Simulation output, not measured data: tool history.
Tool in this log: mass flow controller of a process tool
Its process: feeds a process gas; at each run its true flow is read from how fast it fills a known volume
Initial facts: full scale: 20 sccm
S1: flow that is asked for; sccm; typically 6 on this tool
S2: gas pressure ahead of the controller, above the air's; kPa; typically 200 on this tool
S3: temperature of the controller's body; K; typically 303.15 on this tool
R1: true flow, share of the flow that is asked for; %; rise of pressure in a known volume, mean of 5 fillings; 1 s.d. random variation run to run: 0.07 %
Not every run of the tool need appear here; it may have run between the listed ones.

| run | hour | S1 | S2 | S3 | R1 |
|---|---|---|---|---|---|
| 1 | 0.0 | 6 | 200 | 303.15 | 98.82 |
|  | 129.2 | controller exchanged for a calibrated one |
| 2 | 255.8 | 6 | 200 | 303.15 | 98.83 |
| 3 | 608.2 | 6 | 200 | 303.15 | 98.85 |
| 4 | 1025.9 | 6 | 200 | 303.15 | 98.71 |
| 5 | 1342.5 | 6 | 200 | 298.15 | 99.00 |
| 6 | 1585.3 | 6 | 200 | 303.15 | 98.80 |
| 7 | 1878.2 | 6 | 200 | 296.15 | 99.17 |
| 8 | 2167.3 | 6 | 200 | 296.15 | 99.16 |
| 9 | 2491.8 | 3 | 200 | 303.15 | 98.67 |
| 10 | 2923.8 | 3 | 200 | 303.15 | 98.58 |
| 11 | 3137.6 | 3 | 200 | 303.15 | 98.65 |
| 12 | 3410.5 | 3 | 200 | 303.15 | 98.65 |
| 13 | 3645.2 | 8 | 200 | 303.15 | 98.96 |

Here are 4 independent what-if runs from the current tool condition. What would each one return?
| A | 3830.4 | 14 | 187 | 297.15 | ? |
| B | 3830.4 | 8 | 160 | 303.15 | ? |
| C | 3830.4 | 8 | 231 | 305.15 | ? |
| D | 3830.4 | 3 | 174 | 308.15 | ? |

| run | R1 |
|---|---|
| A | 99.67 |
| B | 98.82 |
| C | 98.98 |
| D | 98.41 |
The same runs, with their run-to-run variation unchanged, on a tool lacking any hidden condition would have given:
| run | R1 |
|---|---|
| A | 99.65 |
| B | 98.81 |
| C | 98.96 |
| D | 98.42 |

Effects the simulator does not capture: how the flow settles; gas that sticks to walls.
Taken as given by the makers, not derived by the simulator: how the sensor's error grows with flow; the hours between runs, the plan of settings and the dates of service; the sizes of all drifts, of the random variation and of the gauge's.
